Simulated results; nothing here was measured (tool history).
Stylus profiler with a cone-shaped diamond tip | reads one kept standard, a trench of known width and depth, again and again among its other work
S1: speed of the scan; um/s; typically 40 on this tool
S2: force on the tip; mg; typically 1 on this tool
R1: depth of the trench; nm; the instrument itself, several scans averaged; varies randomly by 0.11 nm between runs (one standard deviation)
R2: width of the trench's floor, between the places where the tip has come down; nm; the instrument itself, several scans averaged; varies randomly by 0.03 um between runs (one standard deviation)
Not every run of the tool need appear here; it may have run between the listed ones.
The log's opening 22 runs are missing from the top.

run	hour	S1	S2	R1	R2
23	766.7	40	1	201.2	17780
24	809.2	121	1.64	201.67	17240
25	832.6	121	1.64	201.48	17200
26	856	121	1.64	201.61	17220
27	895	40	0.46	200.73	17510
28	939.9	40	0.46	200.79	17490
29	978.2	160	0.37	200.6	15600
30	997.9	134	1	201.19	16780
# hour 1002.1: height scale calibrated on a step standard
31	1024.3	105	1.93	202	17280
32	1055.4	63	1.61	201.7	17560
33	1098.7	63	0.42	200.86	17140
34	1140.4	47	1.35	201.49	17610
35	1159.9	90	2.87	202.28	17520
36	1181.2	130	2.63	202.44	17270
37	1205.2	40	1.26	201.4	17680
38	1232.2	40	1.26	201.74	17610
# hour 1249.5: height scale calibrated on a step standard, once more
39	1259.4	69	1.81	201.39	17540
40	1284.1	40	1.41	201.27	17630
41	1324.7	40	1.41	201.23	17620
42	1350.7	74	2.66	201.69	17590
43	1392.7	74	2.66	201.89	17480
44	1418.8	66	1.47	201.19	17410
45	1451.7	128	0.52	200.7	16250
46	1482.9	128	0.52	200.65	16340

Here are 3 independent what-if runs from the current tool condition. What would each one return?
A	1526.2	53	0.52	?	?
B	1526.2	96	0.6	?	?
C	1526.2	80	2.87	?	?

run	R1	R2
A	200.96	17270
B	200.72	16800
C	202.03	17460
Without the tool's unlogged condition, the same runs would have read:
run	R1	R2
A	200.86	17610
B	200.62	17140
C	201.93	17800

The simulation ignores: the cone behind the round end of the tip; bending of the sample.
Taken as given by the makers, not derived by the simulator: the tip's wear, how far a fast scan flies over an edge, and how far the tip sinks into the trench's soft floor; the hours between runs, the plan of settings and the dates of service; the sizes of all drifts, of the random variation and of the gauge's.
